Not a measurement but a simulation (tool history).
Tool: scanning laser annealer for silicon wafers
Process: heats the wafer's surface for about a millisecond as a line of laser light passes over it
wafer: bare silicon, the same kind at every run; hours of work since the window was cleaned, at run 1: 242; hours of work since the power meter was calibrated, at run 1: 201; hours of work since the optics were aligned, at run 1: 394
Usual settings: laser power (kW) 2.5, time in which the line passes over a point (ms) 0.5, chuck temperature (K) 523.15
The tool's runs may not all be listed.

| run | hour | laser power (kW) | time in which the line passes over a point (ms) | chuck temperature (K) | hours of work since the window was cleaned | hours of work since the power meter was calibrated | hours of work since the optics were aligned | highest temperature of the surface (K) |
|---|---|---|---|---|---|---|---|---|
| 1 | 0 | 2.5 | 0.5 | 523.15 | 242 | 201 | 394 | 1238.15 |
| 2 | 20.7 | 2.5 | 0.5 | 545.15 | 252 | 211 | 404 | 1256.15 |
| 3 | 48 | 2.5 | 0.5 | 545.15 | 265 | 224 | 418 | 1258.15 |
| 4 | 71 | 2.5 | 0.5 | 545.15 | 276 | 236 | 429 | 1256.15 |
| 5 | 93.7 | 2.5 | 0.609 | 523.15 | 288 | 247 | 440 | 1321.15 |
| 6 | 113.8 | 2.5 | 0.5 | 523.15 | 297 | 257 | 450 | 1232.15 |

Run 7 comes next. What will it give?
| 7 | 139.6 | 2.5 | 0.5 | 523.15 | 310 | 269 | 463 | ? |

{"run 7": {"highest temperature of the surface (K)": 1235.15}}
Without the tool's hidden state the same run would have given highest temperature of the surface (K) 1259.15.
